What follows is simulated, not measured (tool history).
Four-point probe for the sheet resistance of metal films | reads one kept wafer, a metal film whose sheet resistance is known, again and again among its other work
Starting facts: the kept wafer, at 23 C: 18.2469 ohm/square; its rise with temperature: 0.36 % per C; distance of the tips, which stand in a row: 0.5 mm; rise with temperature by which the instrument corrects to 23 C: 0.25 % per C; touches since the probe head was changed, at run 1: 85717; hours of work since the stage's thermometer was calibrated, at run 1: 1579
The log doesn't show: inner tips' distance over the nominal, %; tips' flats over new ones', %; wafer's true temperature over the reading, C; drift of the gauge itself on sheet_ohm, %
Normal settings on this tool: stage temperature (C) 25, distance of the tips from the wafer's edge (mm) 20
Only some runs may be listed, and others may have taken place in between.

| run | hour | stage temperature (C) | distance of the tips from the wafer's edge (mm) | touches since the probe head was changed | hours of work since the stage's thermometer was calibrated | sheet resistance as the instrument gives it (ohm/square) |
|---|---|---|---|---|---|---|
| 1 | 0 | 25 | 20 | 85717 | 1579 | 18.291949 |
| 2 | 46.3 | 26 | 20 | 88142 | 1610 | 18.316435 |
| 3 | 101.9 | 26 | 20 | 91049 | 1647 | 18.315761 |
| 4 | 161.6 | 25 | 20 | 94170 | 1687 | 18.287218 |
|  | 196 | new probe head fitted |
| 5 | 204.8 | 25 | 20 | 460 | 1716 | 18.289208 |
| 6 | 274.5 | 25 | 20 | 4104 | 1762 | 18.288986 |
| 7 | 346.1 | 26 | 20 | 7852 | 1810 | 18.310137 |
| 8 | 411.4 | 26 | 20 | 11271 | 1854 | 18.31995 |
| 9 | 446.2 | 26 | 43 | 13090 | 1877 | 18.304799 |
| 10 | 489.9 | 25 | 20 | 15378 | 1907 | 18.299462 |
| 11 | 565.9 | 22 | 20 | 19351 | 1958 | 18.226831 |
| 12 | 639 | 22 | 20 | 23175 | 2007 | 18.221925 |
|  | 657 | stage's thermometer calibrated |
| 13 | 676.2 | 22 | 22 | 25096 | 13 | 18.231238 |
| 14 | 746.2 | 25 | 42 | 28759 | 60 | 18.290488 |
| 15 | 794.3 | 23 | 13 | 31278 | 92 | 18.264182 |
| 16 | 847.6 | 21 | 9 | 34065 | 128 | 18.23645 |
| 17 | 908.2 | 21 | 9 | 37234 | 168 | 18.235035 |
| 18 | 962.8 | 32 | 17 | 40093 | 205 | 18.436118 |
| 19 | 1002.4 | 33 | 3 | 42163 | 232 | 18.72242 |
| 20 | 1049.9 | 21 | 67 | 44648 | 263 | 18.206124 |
| 21 | 1101.8 | 35 | 13 | 47362 | 298 | 18.501672 |
| 22 | 1142.4 | 24 | 11 | 49491 | 325 | 18.285488 |

Take each entry between the runs: how does the hidden state at the last listed run before it differ from the hidden state at the first listed run after it?
Between runs 4 and 5: new probe head fitted (hour 196)
  inner tips' distance over the nominal, %: -0.007 -> 0; tips' flats over new ones', %: 1 -> 0; wafer's true temperature over the reading, C: 0 -> 0.01
Between runs 12 and 13: stage's thermometer calibrated (hour 657)
  wafer's true temperature over the reading, C: 0.01 -> 0

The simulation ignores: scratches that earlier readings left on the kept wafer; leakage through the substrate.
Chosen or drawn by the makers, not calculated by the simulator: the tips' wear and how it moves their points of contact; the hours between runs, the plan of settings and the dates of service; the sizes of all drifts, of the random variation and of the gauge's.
